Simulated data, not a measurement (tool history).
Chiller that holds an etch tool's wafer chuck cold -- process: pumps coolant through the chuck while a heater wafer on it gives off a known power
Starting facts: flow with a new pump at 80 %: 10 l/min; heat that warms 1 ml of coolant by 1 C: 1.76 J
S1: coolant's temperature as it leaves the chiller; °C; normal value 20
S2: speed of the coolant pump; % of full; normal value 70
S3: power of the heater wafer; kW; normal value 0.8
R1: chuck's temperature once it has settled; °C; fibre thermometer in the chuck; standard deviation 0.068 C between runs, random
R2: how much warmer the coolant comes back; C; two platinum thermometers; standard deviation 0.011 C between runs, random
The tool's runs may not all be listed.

run,hour,S1,S2,S3,R1,R2
1,0,20,70,0.8,26.85,3.12
2,77.8,20,70,0.8,26.74,3.14
3,229.2,20,70,0.834,27.13,3.24
4,322.3,16,70,0.834,23.1,3.26
5,504.2,30,70,0.834,37.15,3.26
6,666.2,30,79,0.834,36.69,2.9
7,832.6,30,79,0.834,36.78,2.89
8,908,30,79,0.834,36.7,2.92
9,1002,20,62,0.8,27.51,3.54
10,1110.9,20,70,0.561,24.93,2.21
11,1258.2,20,70,0.561,24.76,2.22
12,1368.9,20,70,0.8,27,3.16
# hour 1379.9: chiller's thermometer calibrated
13,1463,20,70,0.8,26.98,3.15
14,1613.6,20,70,0.8,26.97,3.14
# hour 1652.3: chiller's thermometer calibrated, once more
15,1742.4,20,70,0.8,27.22,3.18
16,1840.1,20,70,0.8,27.32,3.15
17,1954.9,26,70,0.8,33.37,3.17
18,2034.3,24,93,0.789,30.03,2.38
19,2191,24,63,0.464,28.42,2.01
20,2337.7,10,63,0.898,18.68,3.95
21,2415.7,10,82,0.436,13.61,1.51
22,2532.1,19,88,0.8,25.29,2.55
23,2690.3,19,88,0.8,25.25,2.57
24,2828.2,11,77,0.753,17.52,2.74
25,2911.8,24,97,0.497,27.71,1.45
26,3008.2,20,79,0.467,23.95,1.67
27,3119.4,20,79,0.467,23.84,1.66
28,3279.9,27,63,0.414,31.08,1.83
29,3370.8,27,63,0.414,31.08,1.83
30,3496.8,15,63,0.414,19.06,1.86
31,3578.2,26,95,0.47,29.63,1.4
32,3699.1,15,71,0.556,20.07,2.21

Each row is a separate what-if for the run after 32, all from the same tool condition, not one after another. Results?
A,3880.8,16,95,0.422,?,?
B,3880.8,17,71,0.556,?,?
C,3880.8,30,71,0.58,?,?
D,3880.8,14,70,0.607,?,?

run,R1,R2
A,19.19,1.26
B,22.14,2.22
C,35.34,2.3
D,19.48,2.43
Take away the tool's hidden state, keep each run's random variation, and the runs would have read:
run,R1,R2
A,19.05,1.21
B,21.78,2.13
C,34.96,2.21
D,19.06,2.33
